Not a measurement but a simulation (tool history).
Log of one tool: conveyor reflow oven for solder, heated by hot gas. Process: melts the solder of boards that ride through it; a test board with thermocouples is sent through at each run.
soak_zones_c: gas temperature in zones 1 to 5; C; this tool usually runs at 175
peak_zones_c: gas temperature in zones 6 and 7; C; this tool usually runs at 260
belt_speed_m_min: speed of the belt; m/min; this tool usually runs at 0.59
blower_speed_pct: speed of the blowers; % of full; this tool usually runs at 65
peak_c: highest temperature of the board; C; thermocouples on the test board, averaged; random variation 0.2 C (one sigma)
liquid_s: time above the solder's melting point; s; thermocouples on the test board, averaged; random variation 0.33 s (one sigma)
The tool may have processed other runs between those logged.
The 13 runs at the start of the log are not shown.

run,hour,soak_zones_c,peak_zones_c,belt_speed_m_min,blower_speed_pct,hours of work since the flux was cleaned out,hours of work since the belt drive was overhauled,hours of work since the thermocouples were changed,peak_c,liquid_s
14,179.6,175,260,0.571,65,78,344,877,252.9,66.6
15,196.5,175,260,0.571,65,89,355,889,253,66
16,216.2,175,260,0.571,65,103,369,902,252.9,66.6
17,235.8,175,267,0.59,65,117,383,916,258.4,66.9
18,249.2,175,267,0.59,65,126,392,925,258.4,67.2
19,258.6,176,260,0.545,65,132,398,932,254,70.9
20,267.6,165,260,0.695,63,139,405,938,245.2,43.7
21,283.7,173,260,0.6,79,150,416,949,253.9,63.6
22,295.5,173,260,0.6,79,158,424,957,253.9,62.8
23,312,173,260,0.6,79,169,435,969,253.8,63.2
24,322.9,167,252,0.545,81,177,443,976,247.7,65.1
25,343,167,261,0.643,81,191,457,990,252.6,55.2
26,352.2,169,260,0.59,65,197,463,997,251.1,60
27,362.8,176,271,0.59,65,205,471,1004,262.2,69.5
28,373.2,175,250,0.631,64,212,478,1011,240.9,48.6
29,385.5,175,250,0.631,64,220,486,1020,241,48.6
# hour 389.1: thermocouples of zones 6 and 7 changed
30,405.3,175,250,0.631,64,233,499,11,238.1,47.3
31,420,172,248,0.652,80,243,509,21,238.6,45.7

Below are 3 alternative next runs, each starting from the tool's condition after run 31. Predict each:
A,434.4,187,260,0.583,52,253,519,31,?,?
B,434.4,172,266,0.59,80,253,519,31,?,?
C,434.4,186,260,0.674,69,253,519,31,?,?

run,peak_c,liquid_s
A,249,66
B,257.5,65.9
C,248.7,57.2
The same runs, with their run-to-run variation unchanged, on a tool lacking any hidden condition would have given:
run,peak_c,liquid_s
A,249.4,65.9
B,258.3,66.1
C,249.4,57.5
